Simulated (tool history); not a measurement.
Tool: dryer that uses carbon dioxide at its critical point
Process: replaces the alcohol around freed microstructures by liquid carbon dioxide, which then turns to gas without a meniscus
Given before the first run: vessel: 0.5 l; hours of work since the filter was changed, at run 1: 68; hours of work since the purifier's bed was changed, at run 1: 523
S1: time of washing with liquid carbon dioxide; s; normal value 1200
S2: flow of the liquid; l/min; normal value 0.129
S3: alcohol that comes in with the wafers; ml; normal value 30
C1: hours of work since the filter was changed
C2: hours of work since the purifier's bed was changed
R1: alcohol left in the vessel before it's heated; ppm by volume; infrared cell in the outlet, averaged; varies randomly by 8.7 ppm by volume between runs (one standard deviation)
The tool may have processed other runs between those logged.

run 1 hour=0 | S1=1200 S2=0.129 S3=30 | C1=68 C2=523 | R1=580
run 2 hour=8.7 | S1=1440 S2=0.129 S3=30 | C1=75 C2=530 | R1=253
run 3 hour=25.2 | S1=1440 S2=0.129 S3=30 | C1=87 C2=542 | R1=249
run 4 hour=42.1 | S1=1200 S2=0.129 S3=30 | C1=100 C2=555 | R1=634
run 5 hour=51.5 | S1=1200 S2=0.129 S3=30 | C1=107 C2=562 | R1=623
run 6 hour=63.1 | S1=1200 S2=0.129 S3=30 | C1=115 C2=570 | R1=641
run 7 hour=72.3 | S1=1380 S2=0.129 S3=20 | C1=122 C2=577 | R1=243
run 8 hour=88.3 | S1=1200 S2=0.135 S3=30 | C1=134 C2=589 | R1=531
run 9 hour=102 | S1=1200 S2=0.135 S3=30 | C1=144 C2=599 | R1=542
run 10 hour=119.4 | S1=1020 S2=0.134 S3=28 | C1=157 C2=613 | R1=1076
run 11 hour=131.5 | S1=1020 S2=0.134 S3=28 | C1=166 C2=622 | R1=1083
run 12 hour=143.1 | S1=1680 S2=0.134 S3=36 | C1=175 C2=630 | R1=149

Subtracting, for every run, the result it would have given without the tool's unlogged condition from the measured result gives the following. The same run-to-run variation enters both numbers; the gauge's scatter may not:
Hidden state present: flow that reaches the vessel past the clogged filter, %; alcohol in the recycled carbon dioxide, ppm; drift of the gauge itself on alcohol_ppm, %.
run=1 R1=+105
run=2 R1=+69
run=3 R1=+74
run=4 R1=+145
run=5 R1=+152
run=6 R1=+164
run=7 R1=+86
run=8 R1=+163
run=9 R1=+169
run=10 R1=+299
run=11 R1=+313
run=12 R1=+78
